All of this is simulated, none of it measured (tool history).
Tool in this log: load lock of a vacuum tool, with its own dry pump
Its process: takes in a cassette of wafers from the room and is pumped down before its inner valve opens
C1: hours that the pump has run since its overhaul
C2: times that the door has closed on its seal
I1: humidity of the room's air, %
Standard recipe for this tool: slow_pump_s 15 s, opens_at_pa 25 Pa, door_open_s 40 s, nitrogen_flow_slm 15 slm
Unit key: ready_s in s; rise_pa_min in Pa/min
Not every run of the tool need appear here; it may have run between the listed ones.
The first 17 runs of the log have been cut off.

{"run": 18, "hour": 5525.8, "slow_pump_s": 15, "opens_at_pa": 25, "door_open_s": 40, "nitrogen_flow_slm": 15, "C1": 19252, "C2": 24896, "I1": 43.4, "ready_s": 31.3, "rise_pa_min": 0.161}
{"run": 19, "hour": 5712.5, "slow_pump_s": 15, "opens_at_pa": 25, "door_open_s": 40, "nitrogen_flow_slm": 15, "C1": 19439, "C2": 25540, "I1": 46.8, "ready_s": 31.4, "rise_pa_min": 0.165}
{"run": 20, "hour": 6026.2, "slow_pump_s": 12, "opens_at_pa": 25, "door_open_s": 231, "nitrogen_flow_slm": 15, "C1": 19752, "C2": 26624, "I1": 43.3, "ready_s": 30.2, "rise_pa_min": 0.265}
{"run": 21, "hour": 6416.2, "slow_pump_s": 15, "opens_at_pa": 32, "door_open_s": 46, "nitrogen_flow_slm": 15, "C1": 20142, "C2": 27970, "I1": 48.1, "ready_s": 31.3, "rise_pa_min": 0.189}
{"run": 22, "hour": 6657.2, "slow_pump_s": 15, "opens_at_pa": 32, "door_open_s": 46, "nitrogen_flow_slm": 15, "C1": 20383, "C2": 28803, "I1": 47.1, "ready_s": 31.6, "rise_pa_min": 0.185}
{"run": 23, "hour": 6932.2, "slow_pump_s": 15, "opens_at_pa": 25, "door_open_s": 196, "nitrogen_flow_slm": 15, "C1": 20658, "C2": 29752, "I1": 46.7, "ready_s": 32.6, "rise_pa_min": 0.28}
{"run": 24, "hour": 7226.3, "slow_pump_s": 15, "opens_at_pa": 45, "door_open_s": 40, "nitrogen_flow_slm": 40, "C1": 20952, "C2": 30767, "I1": 40.2, "ready_s": 31.1, "rise_pa_min": 0.167}
{"run": 25, "hour": 7512.3, "slow_pump_s": 11, "opens_at_pa": 45, "door_open_s": 49, "nitrogen_flow_slm": 25, "C1": 21239, "C2": 31755, "I1": 45.2, "ready_s": 28, "rise_pa_min": 0.203}
{"run": 26, "hour": 7966.4, "slow_pump_s": 11, "opens_at_pa": 35, "door_open_s": 49, "nitrogen_flow_slm": 28, "C1": 21693, "C2": 33323, "I1": 48.3, "ready_s": 28.9, "rise_pa_min": 0.206}
{"run": 27, "hour": 8196.9, "slow_pump_s": 11, "opens_at_pa": 35, "door_open_s": 227, "nitrogen_flow_slm": 5, "C1": 21923, "C2": 34119, "I1": 46.9, "ready_s": 29.3, "rise_pa_min": 0.36}
{"run": 28, "hour": 8553.5, "slow_pump_s": 27, "opens_at_pa": 43, "door_open_s": 40, "nitrogen_flow_slm": 5, "C1": 22280, "C2": 35351, "I1": 44, "ready_s": 39.8, "rise_pa_min": 0.233}
{"run": 29, "hour": 8951.6, "slow_pump_s": 27, "opens_at_pa": 43, "door_open_s": 40, "nitrogen_flow_slm": 9, "C1": 22678, "C2": 36725, "I1": 44.3, "ready_s": 40, "rise_pa_min": 0.234}
{"run": 30, "hour": 9274.6, "slow_pump_s": 27, "opens_at_pa": 43, "door_open_s": 40, "nitrogen_flow_slm": 9, "C1": 23001, "C2": 37841, "I1": 43.1, "ready_s": 40.3, "rise_pa_min": 0.255}
{"run": 31, "hour": 9635.1, "slow_pump_s": 10, "opens_at_pa": 36, "door_open_s": 111, "nitrogen_flow_slm": 5, "C1": 23361, "C2": 39085, "I1": 45.2, "ready_s": 28.1, "rise_pa_min": 0.338}
{"run": 32, "hour": 9872.1, "slow_pump_s": 10, "opens_at_pa": 45, "door_open_s": 44, "nitrogen_flow_slm": 5, "C1": 23598, "C2": 39904, "I1": 44, "ready_s": 27.7, "rise_pa_min": 0.281}
{"run": 33, "hour": 10298.7, "slow_pump_s": 10, "opens_at_pa": 45, "door_open_s": 44, "nitrogen_flow_slm": 5, "C1": 24025, "C2": 41377, "I1": 45.2, "ready_s": 28.1, "rise_pa_min": 0.295}
{"run": 34, "hour": 10629.5, "slow_pump_s": 26, "opens_at_pa": 25, "door_open_s": 40, "nitrogen_flow_slm": 16, "C1": 24356, "C2": 42519, "I1": 46.8, "ready_s": 41.8, "rise_pa_min": 0.278}
{"run": 35, "hour": 10885.1, "slow_pump_s": 9, "opens_at_pa": 25, "door_open_s": 166, "nitrogen_flow_slm": 15, "C1": 24611, "C2": 43402, "I1": 49.4, "ready_s": 29.1, "rise_pa_min": 0.368}
{"hour": 11088.5, "done": "dry pump taken out, an overhauled one fitted"}
{"run": 36, "hour": 11148.8, "slow_pump_s": 9, "opens_at_pa": 25, "door_open_s": 166, "nitrogen_flow_slm": 15, "C1": 60, "C2": 44292, "I1": 44.9, "ready_s": 23.6, "rise_pa_min": 0.364}
{"run": 37, "hour": 11509.8, "slow_pump_s": 9, "opens_at_pa": 25, "door_open_s": 166, "nitrogen_flow_slm": 15, "C1": 421, "C2": 45538, "I1": 44.5, "ready_s": 22.9, "rise_pa_min": 0.375}

Consider 4 possible next runs. They are alternatives, not a sequence: every one starts from the tool as it was left by run 37. What does each give?
{"run": "A", "hour": 11863.4, "slow_pump_s": 9, "opens_at_pa": 28, "door_open_s": 119, "nitrogen_flow_slm": 15, "C1": 775, "C2": 46759, "I1": 42, "ready_s": "?", "rise_pa_min": "?"}
{"run": "B", "hour": 11863.4, "slow_pump_s": 15, "opens_at_pa": 38, "door_open_s": 216, "nitrogen_flow_slm": 15, "C1": 775, "C2": 46759, "I1": 48.8, "ready_s": "?", "rise_pa_min": "?"}
{"run": "C", "hour": 11863.4, "slow_pump_s": 15, "opens_at_pa": 25, "door_open_s": 106, "nitrogen_flow_slm": 15, "C1": 775, "C2": 46759, "I1": 45.9, "ready_s": "?", "rise_pa_min": "?"}
{"run": "D", "hour": 11863.4, "slow_pump_s": 15, "opens_at_pa": 21, "door_open_s": 40, "nitrogen_flow_slm": 11, "C1": 775, "C2": 46759, "I1": 48.2, "ready_s": "?", "rise_pa_min": "?"}

run=A ready_s=23.7 rise_pa_min=0.364
run=B ready_s=27.7 rise_pa_min=0.417
run=C ready_s=27.6 rise_pa_min=0.365
run=D ready_s=27.7 rise_pa_min=0.322
Stripped of hidden state, with their random variation kept, the same runs would have yielded:
run=A ready_s=23.7 rise_pa_min=0.114
run=B ready_s=27.7 rise_pa_min=0.17
run=C ready_s=27.6 rise_pa_min=0.118
run=D ready_s=27.7 rise_pa_min=0.072

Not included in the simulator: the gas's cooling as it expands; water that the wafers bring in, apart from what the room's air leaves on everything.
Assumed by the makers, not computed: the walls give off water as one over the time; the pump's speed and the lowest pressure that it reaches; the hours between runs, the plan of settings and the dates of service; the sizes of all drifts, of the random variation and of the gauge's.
